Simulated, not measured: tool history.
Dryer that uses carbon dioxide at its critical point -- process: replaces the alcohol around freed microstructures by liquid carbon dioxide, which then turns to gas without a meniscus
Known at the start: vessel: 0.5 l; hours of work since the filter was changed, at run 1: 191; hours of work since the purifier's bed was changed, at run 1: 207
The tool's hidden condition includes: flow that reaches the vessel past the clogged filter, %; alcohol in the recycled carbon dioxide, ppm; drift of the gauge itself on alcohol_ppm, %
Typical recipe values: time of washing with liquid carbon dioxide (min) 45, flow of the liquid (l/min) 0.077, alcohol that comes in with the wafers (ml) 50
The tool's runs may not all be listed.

run   hour  time of washing with liquid carbon dioxide (min)  flow of the liquid (l/min)  alcohol that comes in with the wafers (ml)  hours of work since the filter was changed  hours of work since the purifier's bed was changed  alcohol left in the vessel before it's heated (ppm by volume)
  1      0                                                45                       0.077                                          50                                         191                                                 207                                                            264
  2     17                                                48                       0.077                                          50                                         202                                                 218                                                            180
  3   30.1                                                45                       0.077                                          43                                         211                                                 226                                                            231
  4   49.4                                                45                       0.077                                          50                                         224                                                 239                                                            283
  5   65.3                                                29                       0.077                                          50                                         234                                                 249                                                           2182
  6   85.4                                                45                       0.077                                         109                                         247                                                 262                                                            629
  7  103.5                                                45                       0.077                                         109                                         259                                                 274                                                            665
  8  118.6                                                45                       0.077                                         109                                         269                                                 284                                                            679
  9    136                                                45                       0.077                                          50                                         280                                                 295                                                            338
 10  153.1                                                45                       0.077                                          50                                         291                                                 307                                                            348
 11  162.1                                                45                       0.077                                         115                                         297                                                 312                                                            780
 12  178.7                                                45                       0.077                                          40                                         308                                                 323                                                            306
     184.3  -- inlet filter changed
 13  195.8                                                45                       0.077                                          40                                           7                                                 334                                                            130
 14  207.2                                                57                       0.077                                          40                                          15                                                 341                                                             49
 15  222.3                                                57                       0.077                                          40                                          25                                                 351                                                             60
 16  239.8                                                57                       0.077                                          40                                          36                                                 363                                                             62
 17  252.1                                                57                       0.077                                          40                                          44                                                 371                                                             68
 18  264.2                                                45                      0.0611                                          50                                          52                                                 378                                                            569
 19  280.9                                                45                      0.0611                                          50                                          63                                                 389                                                            585
 20  298.5                                                45                      0.0611                                          50                                          74                                                 401                                                            598
 21  310.5                                                45                      0.0611                                          50                                          82                                                 409                                                            600
 22  324.4                                                45                      0.0682                                          50                                          91                                                 418                                                            375
 23    336                                                45                      0.0682                                          50                                          99                                                 425                                                            373
 24  349.5                                                45                      0.0682                                          50                                         108                                                 434                                                            387
 25  363.1                                                30                      0.0523                                          98                                         117                                                 443                                                          10317
 26  381.6                                                30                      0.0523                                          98                                         129                                                 455                                                          10733
 27    400                                                50                       0.077                                          46                                         141                                                 467                                                            146
 28  419.6                                                50                       0.077                                          46                                         153                                                 480                                                            146
 29  434.8                                                41                       0.077                                          32                                         163                                                 490                                                            279
 30  450.6                                                32                       0.129                                          43                                         174                                                 500                                                            114
 31    461                                                48                      0.1012                                          71                                         180                                                 507                                                             86
 32  479.3                                                49                      0.0705                                          65                                         192                                                 519                                                            343
 33  495.3                                                45                      0.0478                                          50                                         203                                                 529                                                           2217
 34  513.4                                                51                      0.1116                                          60                                         215                                                 541                                                             59
 35  523.5                                                51                      0.1116                                          60                                         221                                                 548                                                             64
 36  535.8                                                45                      0.0612                                          50                                         229                                                 556                                                            892
 37  550.9                                                45                      0.0727                                          46                                         239                                                 565                                                            389
 38  560.6                                                47                      0.0586                                          26                                         245                                                 572                                                            486
 39  572.9                                                45                      0.0806                                          63                                         254                                                 580                                                            334
 40  581.8                                                45                      0.0806                                          63                                         259                                                 586                                                            337
 41  600.3                                                45                      0.0806                                          63                                         271                                                 598                                                            353
 42  613.7                                                35                       0.077                                          81                                         280                                                 606                                                           1844
     621.1  -- purifier's bed changed
 43  628.5                                                35                      0.0514                                          81                                         288                                                   5                                                           7668
 44  643.3                                                45                      0.0827                                          43                                         297                                                  15                                                            190
 45  661.6                                                27                      0.0859                                          30                                         309                                                  26                                                           1323
     665.2  -- inlet filter changed
 46  678.1                                                49                       0.077                                          33                                           8                                                  37                                                             53
 47  689.3                                                36                       0.077                                          29                                          16                                                  44                                                            295

Results for each run, recomputed without the tool's hidden state and with each run's random variation untouched:
run  alcohol left in the vessel before it's heated (ppm by volume)
  1                                                            130
  2                                                             75
  3                                                            104
  4                                                            127
  5                                                           1303
  6                                                            269
  7                                                            268
  8                                                            265
  9                                                            121
 10                                                            123
 11                                                            279
 12                                                            104
 13                                                             93
 14                                                             14
 15                                                             22
 16                                                             21
 17                                                             27
 18                                                            459
 19                                                            460
 20                                                            454
 21                                                            447
 22                                                            253
 23                                                            245
 24                                                            246
 25                                                           8559
 26                                                           8729
 27                                                             62
 28                                                             56
 29                                                            138
 30                                                             30
 31                                                             16
 32                                                            152
 33                                                           1406
 34                                                              0
 35                                                              3
 36                                                            456
 37                                                            157
 38                                                            223
 39                                                            115
 40                                                            121
 41                                                            112
 42                                                            873
 43                                                           4628
 44                                                             69
 45                                                            669
 46                                                             47
 47                                                            277

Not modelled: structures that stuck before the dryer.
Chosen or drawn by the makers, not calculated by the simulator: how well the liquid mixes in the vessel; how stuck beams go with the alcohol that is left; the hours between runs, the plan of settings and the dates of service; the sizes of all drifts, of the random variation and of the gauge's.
